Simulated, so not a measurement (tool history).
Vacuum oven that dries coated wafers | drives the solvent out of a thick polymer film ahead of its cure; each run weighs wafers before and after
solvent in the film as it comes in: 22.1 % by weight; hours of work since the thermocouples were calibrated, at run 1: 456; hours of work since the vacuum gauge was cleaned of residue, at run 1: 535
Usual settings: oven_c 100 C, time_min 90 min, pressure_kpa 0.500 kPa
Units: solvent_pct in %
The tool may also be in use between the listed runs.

| run | hour | oven_c | time_min | pressure_kpa | hours of work since the thermocouples were calibrated | hours of work since the vacuum gauge was cleaned of residue | solvent_pct |
|---|---|---|---|---|---|---|---|
| 1 | 0.0 | 100 | 90 | 0.500 | 456 | 535 | 1.06 |
| 2 | 25.9 | 100 | 90 | 0.500 | 466 | 546 | 1.02 |
| 3 | 53.3 | 100 | 55 | 0.500 | 478 | 557 | 2.65 |
| 4 | 71.2 | 100 | 55 | 0.500 | 485 | 564 | 2.69 |
| 5 | 98.8 | 100 | 90 | 1.419 | 496 | 576 | 1.53 |
| 6 | 136.6 | 100 | 90 | 0.500 | 512 | 591 | 0.97 |
| 7 | 158.1 | 98 | 61 | 0.500 | 520 | 600 | 2.75 |
| 8 | 195.6 | 98 | 61 | 0.500 | 536 | 615 | 2.80 |
| 9 | 239.5 | 100 | 56 | 0.500 | 554 | 633 | 2.52 |
| 10 | 263.6 | 100 | 56 | 0.500 | 564 | 643 | 2.51 |
| 11 | 297.2 | 100 | 48 | 0.465 | 577 | 657 | 3.23 |
| 12 | 335.6 | 90 | 159 | 0.500 | 593 | 673 | 1.40 |

Some steps in solvent_pct between neighbouring runs. How much of each would the tool show without its hidden state too (settings, what came in, random variation), and how much is left for the hidden state, with any gauge scatter that isn't in both results?
The hidden state here: true wafer temperature over the reading, C; true pressure over the reading, kPa; drift of the gauge itself on solvent_pct, %.
Run 11 -> 12: oven_c 100 -> 90, time_min 48 -> 159, pressure_kpa 0.465 -> 0.500. solvent_pct -1.83 %: hidden state +0.23, all else -2.06.
